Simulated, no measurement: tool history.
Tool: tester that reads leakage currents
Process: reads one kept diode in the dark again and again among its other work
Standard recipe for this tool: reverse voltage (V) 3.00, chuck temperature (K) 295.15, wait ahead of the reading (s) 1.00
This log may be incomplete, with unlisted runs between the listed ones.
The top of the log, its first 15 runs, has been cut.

run,hour,reverse voltage (V),chuck temperature (K),wait ahead of the reading (s),current that the tester gives (pA)
16,767.2,9.14,295.15,1.00,170.01
17,816.1,6.67,304.15,8.20,269.90
18,885.5,4.39,304.15,8.20,209.97
19,922.7,4.39,304.15,8.20,211.92
20,952.2,4.39,298.15,4.35,138.64
21,1011.3,4.39,298.15,4.35,139.40
22,1042.3,4.39,298.15,4.35,139.57
23,1080.3,2.10,293.15,1.57,63.53
24,1125.2,16.86,315.15,1.00,974.44
25,1175.5,3.00,324.15,4.51,641.29
26,1215.8,3.59,295.15,1.00,101.30
27,1282.6,3.59,295.15,1.00,102.18
28,1343.7,3.59,295.15,1.00,102.34
29,1409.2,1.80,308.15,0.84,173.58
30,1454.5,1.80,308.15,0.84,172.21
31,1486.6,18.69,295.15,0.61,275.87
32,1534.2,3.34,295.15,1.00,99.84

Below are 5 alternative next runs, each starting from the tool's condition after run 32. Predict each:
A,1596.4,3.00,295.15,1.42,?
B,1596.4,3.00,295.15,0.94,?
C,1596.4,3.00,295.15,0.73,?
D,1596.4,8.16,308.15,2.14,?
E,1596.4,3.00,321.15,2.72,?

run,current that the tester gives (pA)
A,93.73
B,94.31
C,93.97
D,415.39
E,544.20
With no hidden state in the tool, these same runs would have given:
run,current that the tester gives (pA)
A,86.61
B,87.16
C,86.84
D,388.25
E,514.76

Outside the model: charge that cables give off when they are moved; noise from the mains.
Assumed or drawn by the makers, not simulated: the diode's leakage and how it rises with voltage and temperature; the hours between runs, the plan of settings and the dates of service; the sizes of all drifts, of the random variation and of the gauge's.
